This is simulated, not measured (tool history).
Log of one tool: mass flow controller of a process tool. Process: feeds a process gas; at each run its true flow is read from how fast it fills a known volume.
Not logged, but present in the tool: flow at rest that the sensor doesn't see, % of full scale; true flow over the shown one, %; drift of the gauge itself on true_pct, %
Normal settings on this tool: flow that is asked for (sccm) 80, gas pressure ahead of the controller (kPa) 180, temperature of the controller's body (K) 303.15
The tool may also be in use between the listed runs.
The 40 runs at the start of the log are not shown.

| run | hour | flow that is asked for (sccm) | gas pressure ahead of the controller (kPa) | temperature of the controller's body (K) | hours of work since the controller was set to zero | hours of work since the controller was changed | true flow (%) |
|---|---|---|---|---|---|---|---|
| 41 | 2619.2 | 25 | 273 | 302.15 | 262 | 2385 | 98.53 |
| 42 | 2662.8 | 25 | 232 | 295.15 | 293 | 2415 | 99.06 |
| 43 | 2756.5 | 30 | 188 | 311.15 | 358 | 2481 | 97.41 |
| 44 | 2819.5 | 133 | 180 | 299.15 | 403 | 2525 | 99.08 |
| 45 | 2904.4 | 133 | 180 | 299.15 | 462 | 2584 | 99.11 |
| 46 | 2991.1 | 133 | 180 | 299.15 | 523 | 2645 | 98.92 |
| 47 | 3068.3 | 142 | 180 | 299.15 | 577 | 2699 | 99.09 |
| 48 | 3117.1 | 142 | 180 | 299.15 | 611 | 2733 | 99.05 |

3 ways to go on from here, each from the tool as it stands after run 48. What would each give?
| A | 3173.3 | 125 | 177 | 296.15 | 650 | 2772 | ? |
| B | 3173.3 | 50 | 213 | 307.15 | 650 | 2772 | ? |
| C | 3173.3 | 78 | 260 | 296.15 | 650 | 2772 | ? |

| run | true flow (%) |
|---|---|
| A | 99.23 |
| B | 97.95 |
| C | 99.42 |
With the hidden condition removed and each run's random variation left untouched, the same runs would have given:
| run | true flow (%) |
|---|---|
| A | 99.94 |
| B | 98.82 |
| C | 100.20 |
